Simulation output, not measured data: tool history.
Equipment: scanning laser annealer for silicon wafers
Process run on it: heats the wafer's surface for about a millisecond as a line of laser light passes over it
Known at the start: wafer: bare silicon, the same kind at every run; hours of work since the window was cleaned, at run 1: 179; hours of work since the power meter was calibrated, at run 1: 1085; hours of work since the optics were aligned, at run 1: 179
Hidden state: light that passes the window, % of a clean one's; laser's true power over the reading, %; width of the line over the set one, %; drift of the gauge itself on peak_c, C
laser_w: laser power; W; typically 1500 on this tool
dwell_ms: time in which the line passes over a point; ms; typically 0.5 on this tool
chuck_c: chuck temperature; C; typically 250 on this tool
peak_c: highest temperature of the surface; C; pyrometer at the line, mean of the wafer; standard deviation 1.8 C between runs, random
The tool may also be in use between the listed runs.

run    hour  laser_w  dwell_ms  chuck_c  hours of work since the window was cleaned  hours of work since the power meter was calibrated  hours of work since the optics were aligned  peak_c
  1       0     1500       0.5      250                                         179                                                1085                                          179     988
  2    49.3     1500       0.5      250                                         208                                                1114                                          208     981
  3    88.3     1500       0.5      250                                         231                                                1137                                          231     984
  4   136.3     1500       0.5      275                                         259                                                1165                                          259    1006
  5     178     1500       0.5      275                                         284                                                1190                                          284    1003
  6   219.6     1500       0.5      275                                         308                                                1214                                          308    1001
  7   274.7     1494       0.5      250                                         340                                                1247                                          340     968
  8   302.7     1500       0.5      246                                         357                                                1263                                          357     966
  9   340.7     1500       0.5      246                                         379                                                1286                                          379     967
 10   384.8     1500       0.5      246                                         405                                                1311                                          405     961
      397.1  -- window over the wafer cleaned
 11   431.8     1500       0.5      246                                          20                                                1338                                          432     957
 12   488.9     1500       0.5      246                                          54                                                1371                                          465     953
 13   548.8     1500       0.5      246                                          89                                                1407                                          501     950
 14     594     1500       0.5      287                                         116                                                1433                                          527     990
 15     648     1500       0.5      219                                         148                                                1465                                          559     922
 16   677.1     1500       0.5      219                                         165                                                1482                                          576     917
      695.9  -- window over the wafer cleaned, once more
 17   708.8     1500       0.5      250                                           8                                                1500                                          593     999
 18   750.5     1500     0.444      250                                          32                                                1524                                          618     954
 19   788.6     1541       0.5      250                                          55                                                1547                                          640    1014
 20   826.5     1541       0.5      250                                          77                                                1569                                          663    1010
 21   883.8     1541       0.5      250                                         110                                                1603                                          696    1007
 22   911.3     1500     0.418      283                                         127                                                1619                                          713     961
 23   942.6     1516      0.53      238                                         145                                                1637                                          731    1005
 24   972.4     1608       0.5      250                                         163                                                1655                                          749    1033
 25   998.9     1446     0.442      250                                         178                                                1670                                          764     914
 26  1032.2     1446     0.442      250                                         198                                                1690                                          784     915
 27  1074.2     1500     0.571      250                                         222                                                1715                                          808    1031
 28  1102.5     1290     0.586      288                                         239                                                1731                                          825     976
 29  1161.4     1487     0.586      215                                         274                                                1766                                          860     994
 30    1193     1478       0.5      223                                         292                                                1785                                          878     941
 31  1231.1     1478       0.5      223                                         315                                                1807                                          901     935
 32    1279     1478       0.5      223                                         343                                                1835                                          929     930
 33    1324     1478       0.5      223                                         369                                                1862                                          955     934
 34  1383.5     1293     0.478      231                                         404                                                1897                                          990     844
       1396  -- window over the wafer cleaned
 35  1410.6     1276     0.584      215                                           9                                                1911                                         1005     908
 36  1442.7     1500     0.521      250                                          27                                                1930                                         1024    1010
 37  1481.7     1500     0.521      250                                          50                                                1953                                         1047    1013
 38    1520     1500     0.521      250                                          73                                                1976                                         1069    1005
 39  1545.5     1389     0.602      225                                          88                                                1991                                         1084     983
 40  1576.3     1389     0.602      225                                         106                                                2009                                         1103     977
 41  1617.6     1421     0.602      244                                         130                                                2033                                         1127    1012
 42  1662.8     1336       0.5      222                                         157                                                2060                                         1154     880

For each entry between runs, how does the tool's hidden state at the last listed run before it compare with that at the first listed run after it?
After run 10, before run 11: window over the wafer cleaned (hour 397.1)
  light that passes the window, % of a clean one's: 95.32 -> 94.18; laser's true power over the reading, %: 0.49 -> 0.5; width of the line over the set one, %: 0.93 -> 0.98
  what was measured, less what the result would be without the hidden state, peak_c: -32 -> -40 C
After run 16, before run 17: window over the wafer cleaned, once more (hour 695.9)
  light that passes the window, % of a clean one's: 92.62 -> 99.89; laser's true power over the reading, %: 0.55 -> 0.56; width of the line over the set one, %: 1.27 -> 1.3
  what was measured, less what the result would be without the hidden state, peak_c: -51 -> -1 C
After run 34, before run 35: window over the wafer cleaned (hour 1396)
  light that passes the window, % of a clean one's: 95.51 -> 99.84; width of the line over the set one, %: 2.09 -> 2.11
  what was measured, less what the result would be without the hidden state, peak_c: -29 -> -3 C
